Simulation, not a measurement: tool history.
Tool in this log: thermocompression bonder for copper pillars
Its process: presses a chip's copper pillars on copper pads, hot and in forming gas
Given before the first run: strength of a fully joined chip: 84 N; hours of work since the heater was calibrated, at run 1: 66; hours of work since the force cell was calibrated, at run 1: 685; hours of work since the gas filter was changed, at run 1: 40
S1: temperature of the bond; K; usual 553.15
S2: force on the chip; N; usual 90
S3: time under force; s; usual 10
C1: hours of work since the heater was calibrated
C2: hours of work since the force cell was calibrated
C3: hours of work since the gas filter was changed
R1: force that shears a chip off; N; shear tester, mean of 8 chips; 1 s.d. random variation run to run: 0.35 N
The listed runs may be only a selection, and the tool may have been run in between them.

| run | hour | S1 | S2 | S3 | C1 | C2 | C3 | R1 |
|---|---|---|---|---|---|---|---|---|
| 1 | 0.0 | 553.15 | 90 | 10 | 66 | 685 | 40 | 41.9 |
| 2 | 59.6 | 553.15 | 90 | 10 | 99 | 718 | 74 | 41.1 |
|  | 115.2 | forming gas filter changed |
| 3 | 124.4 | 553.15 | 104 | 10 | 135 | 753 | 5 | 48.9 |
| 4 | 154.7 | 568.15 | 90 | 10 | 152 | 770 | 22 | 52.3 |
| 5 | 212.8 | 553.15 | 94 | 10 | 184 | 802 | 54 | 43.8 |
| 6 | 252.0 | 553.15 | 94 | 10 | 206 | 824 | 76 | 43.4 |
|  | 302.2 | forming gas filter changed |
| 7 | 314.9 | 553.15 | 94 | 10 | 240 | 859 | 7 | 46.5 |
| 8 | 347.8 | 553.15 | 90 | 10 | 259 | 877 | 25 | 44.8 |
| 9 | 381.8 | 553.15 | 90 | 10 | 278 | 896 | 44 | 44.1 |
|  | 433.6 | force cell calibrated |
| 10 | 445.4 | 553.15 | 90 | 8 | 312 | 7 | 79 | 37.3 |
| 11 | 482.3 | 553.15 | 90 | 8 | 332 | 27 | 99 | 36.4 |
|  | 491.9 | forming gas filter changed |
| 12 | 528.6 | 553.15 | 90 | 10 | 358 | 52 | 20 | 43.4 |
| 13 | 558.6 | 553.15 | 90 | 10 | 375 | 69 | 37 | 43.1 |
| 14 | 601.4 | 553.15 | 90 | 10 | 398 | 93 | 61 | 42.1 |
| 15 | 654.5 | 553.15 | 90 | 10 | 428 | 122 | 90 | 41.2 |
|  | 678.3 | forming gas filter changed |
| 16 | 710.8 | 571.15 | 79 | 11 | 459 | 153 | 18 | 53.2 |
| 17 | 770.9 | 563.15 | 90 | 10 | 492 | 187 | 51 | 49.5 |
|  | 812.0 | heater calibrated with a thermocouple chip |
| 18 | 825.0 | 576.15 | 59 | 23 | 7 | 216 | 80 | 52.8 |
|  | 866.4 | forming gas filter changed |
| 19 | 884.3 | 576.15 | 59 | 23 | 40 | 248 | 10 | 56.6 |
| 20 | 918.9 | 583.15 | 79 | 10 | 59 | 267 | 29 | 55.0 |
| 21 | 967.5 | 583.15 | 79 | 10 | 86 | 294 | 56 | 54.1 |
| 22 | 1027.9 | 583.15 | 69 | 6 | 120 | 328 | 90 | 42.5 |
|  | 1055.7 | forming gas filter changed |
| 23 | 1069.5 | 540.15 | 68 | 10 | 142 | 351 | 8 | 29.6 |
| 24 | 1098.7 | 563.15 | 56 | 30 | 159 | 367 | 24 | 52.3 |
| 25 | 1141.7 | 577.15 | 63 | 29 | 182 | 391 | 48 | 61.8 |
| 26 | 1189.2 | 527.15 | 114 | 22 | 209 | 417 | 74 | 43.3 |
|  | 1242.6 | forming gas filter changed |
| 27 | 1253.9 | 531.15 | 84 | 5 | 244 | 453 | 6 | 22.4 |

Hidden condition of the tool, last listed run before each entry between runs versus first listed run after:
After run 2, before run 3: forming gas filter changed (hour 115.2)
  true temperature of the bond over the reading, C: 0.9 -> 1.2; force that reaches the chip, % of what is set: 107.1 -> 107.5; oxide that the forming gas leaves, % of the face: 6.83 -> 1.01
  measured result minus the result with no hidden state, R1: -0.3 -> +2.6 N
After run 6, before run 7: forming gas filter changed (hour 302.2)
  true temperature of the bond over the reading, C: 2 -> 2.3; force that reaches the chip, % of what is set: 108.3 -> 108.6; oxide that the forming gas leaves, % of the face: 8.08 -> 1.31
  measured result minus the result with no hidden state, R1: -0.2 -> +3.4 N
After run 9, before run 10: force cell calibrated (hour 433.6)
  true temperature of the bond over the reading, C: 2.7 -> 3; force that reaches the chip, % of what is set: 109 -> 100.7; oxide that the forming gas leaves, % of the face: 4.8 -> 8.28
  measured result minus the result with no hidden state, R1: +2.0 -> -1.3 N
After run 11, before run 12: forming gas filter changed (hour 491.9)
  true temperature of the bond over the reading, C: 3.2 -> 3.4; force that reaches the chip, % of what is set: 100.9 -> 101.1; oxide that the forming gas leaves, % of the face: 10.23 -> 2.36
  measured result minus the result with no hidden state, R1: -1.8 -> +1.5 N
After run 15, before run 16: forming gas filter changed (hour 678.3)
  true temperature of the bond over the reading, C: 4.1 -> 4.4; force that reaches the chip, % of what is set: 101.9 -> 102.2; oxide that the forming gas leaves, % of the face: 9.01 -> 2.47
  measured result minus the result with no hidden state, R1: -0.9 -> +2.2 N
After run 17, before run 18: heater calibrated with a thermocouple chip (hour 812.0)
  true temperature of the bond over the reading, C: 4.8 -> 0; force that reaches the chip, % of what is set: 102.5 -> 102.8; oxide that the forming gas leaves, % of the face: 5.76 -> 8.46
  measured result minus the result with no hidden state, R1: +0.9 -> -3.8 N
After run 18, before run 19: forming gas filter changed (hour 866.4)
  true temperature of the bond over the reading, C: 0 -> 0.3; force that reaches the chip, % of what is set: 102.8 -> 103.1; oxide that the forming gas leaves, % of the face: 8.46 -> 1.59
  measured result minus the result with no hidden state, R1: -3.8 -> +0.4 N
After run 22, before run 23: forming gas filter changed (hour 1055.7)
  true temperature of the bond over the reading, C: 1.1 -> 1.3; force that reaches the chip, % of what is set: 103.9 -> 104.2; oxide that the forming gas leaves, % of the face: 8.96 -> 1.28
  measured result minus the result with no hidden state, R1: -2.2 -> +1.3 N
After run 26, before run 27: forming gas filter changed (hour 1242.6)
  true temperature of the bond over the reading, C: 2 -> 2.3; force that reaches the chip, % of what is set: 104.8 -> 105.2; oxide that the forming gas leaves, % of the face: 7.33 -> 1.06
  measured result minus the result with no hidden state, R1: -0.6 -> +1.7 N
